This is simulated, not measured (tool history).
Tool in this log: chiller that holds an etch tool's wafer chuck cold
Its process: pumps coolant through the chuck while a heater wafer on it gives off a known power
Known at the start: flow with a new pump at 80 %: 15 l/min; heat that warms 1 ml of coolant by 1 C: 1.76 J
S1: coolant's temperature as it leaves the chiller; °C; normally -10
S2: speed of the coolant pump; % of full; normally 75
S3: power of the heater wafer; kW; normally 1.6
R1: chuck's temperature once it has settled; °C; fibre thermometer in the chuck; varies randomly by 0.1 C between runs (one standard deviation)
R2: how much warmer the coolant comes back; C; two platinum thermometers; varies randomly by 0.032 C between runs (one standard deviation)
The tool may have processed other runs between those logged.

run 1 hour=0 | S1=-10 S2=75 S3=1.6 | R1=11.1 R2=3.97
run 2 hour=59.2 | S1=-10 S2=75 S3=1.6 | R1=11.1 R2=3.91
run 3 hour=114.3 | S1=-10 S2=75 S3=1.6 | R1=11.2 R2=3.94
run 4 hour=171.8 | S1=-10 S2=75 S3=1.6 | R1=11.3 R2=3.95
run 5 hour=202.3 | S1=-10 S2=75 S3=1.6 | R1=11.2 R2=3.94
run 6 hour=272.1 | S1=-10 S2=75 S3=1.6 | R1=11.4 R2=4.01
run 7 hour=336.9 | S1=-10 S2=75 S3=1.6 | R1=11.6 R2=4.01
run 8 hour=388.2 | S1=-10 S2=75 S3=1.6 | R1=11.6 R2=3.96
run 9 hour=420.4 | S1=-10 S2=75 S3=1.6 | R1=12.1 R2=4.02
run 10 hour=451.9 | S1=-10 S2=75 S3=1.6 | R1=12.3 R2=4.03
run 11 hour=486.3 | S1=-10 S2=75 S3=1.6 | R1=12.4 R2=3.98
run 12 hour=528.3 | S1=-10 S2=75 S3=1.6 | R1=12.4 R2=3.98
run 13 hour=565.2 | S1=-10 S2=75 S3=1.6 | R1=12.4 R2=4.05
run 14 hour=598.7 | S1=-10 S2=75 S3=1.6 | R1=12.5 R2=4.02
run 15 hour=657.8 | S1=-10 S2=75 S3=1.6 | R1=12.5 R2=4.05
run 16 hour=711.6 | S1=-10 S2=75 S3=1.6 | R1=12.7 R2=4.04
run 17 hour=745.3 | S1=-10 S2=75 S3=1.6 | R1=12.7 R2=4.02
run 18 hour=814.2 | S1=-10 S2=75 S3=1.6 | R1=12.7 R2=3.99
run 19 hour=858.4 | S1=-5 S2=72 S3=0.938 | R1=8.8 R2=2.46
run 20 hour=904.3 | S1=-7 S2=89 S3=0.957 | R1=4.7 R2=1.98
run 21 hour=934.9 | S1=-7 S2=70 S3=0.808 | R1=5.2 R2=2.17
run 22 hour=984.1 | S1=-7 S2=70 S3=0.808 | R1=5.2 R2=2.18
run 23 hour=1055.3 | S1=-7 S2=70 S3=0.808 | R1=5.5 R2=2.22
run 24 hour=1126.2 | S1=-9 S2=71 S3=1.011 | R1=6.2 R2=2.74
run 25 hour=1188.1 | S1=-9 S2=71 S3=1.011 | R1=5.8 R2=2.59
run 26 hour=1246.7 | S1=-15 S2=88 S3=2.303 | R1=13 R2=4.72
run 27 hour=1301.2 | S1=-15 S2=88 S3=2.303 | R1=13.3 R2=4.78
run 28 hour=1342.3 | S1=-10 S2=75 S3=2.235 | R1=21.6 R2=5.5
run 29 hour=1378.6 | S1=-13 S2=75 S3=0.98 | R1=0.8 R2=2.44
run 30 hour=1440 | S1=-3 S2=75 S3=0.947 | R1=10.2 R2=2.37
run 31 hour=1508 | S1=-3 S2=75 S3=0.947 | R1=10.6 R2=2.33
run 32 hour=1575.5 | S1=-8 S2=71 S3=1.6 | R1=16.2 R2=4.27

Not shown here: 3 entries made in the log between runs. Locate each between two listed runs and compare the hidden state at the listed run before it with the hidden state at the listed run after it:
Runs 8 to 9: chiller's thermometer calibrated (hour 401.4)
  heat passed by the chuck's channels, % of clean ones': 94.2 -> 94.1; flow at a given pump speed, % of a new pump's: 98.2 -> 98.1; coolant's true temperature over the reading, C: -0.81 -> -0.08
  the result without the hidden state subtracted from the measured one, R1: +0.7 -> +1.4 °C; R2: +0.07 -> +0.08 C
Runs 22 to 23: coolant pump overhauled (hour 992.2)
  heat passed by the chuck's channels, % of clean ones': 92.1 -> 91.8; flow at a given pump speed, % of a new pump's: 96.6 -> 95.6; coolant's true temperature over the reading, C: -0.21 -> -0.22
  the result without the hidden state subtracted from the measured one, R1: +1 -> +1.2 °C; R2: +0.08 -> +0.1 C
Runs 24 to 25: coolant pump overhauled, once more (hour 1161.3)
  heat passed by the chuck's channels, % of clean ones': 91.6 -> 91.4; flow at a given pump speed, % of a new pump's: 95.4 -> 99.7; coolant's true temperature over the reading, C: -0.24 -> -0.26
  the result without the hidden state subtracted from the measured one, R1: +1.5 -> +0.9 °C; R2: +0.12 -> +0.01 C
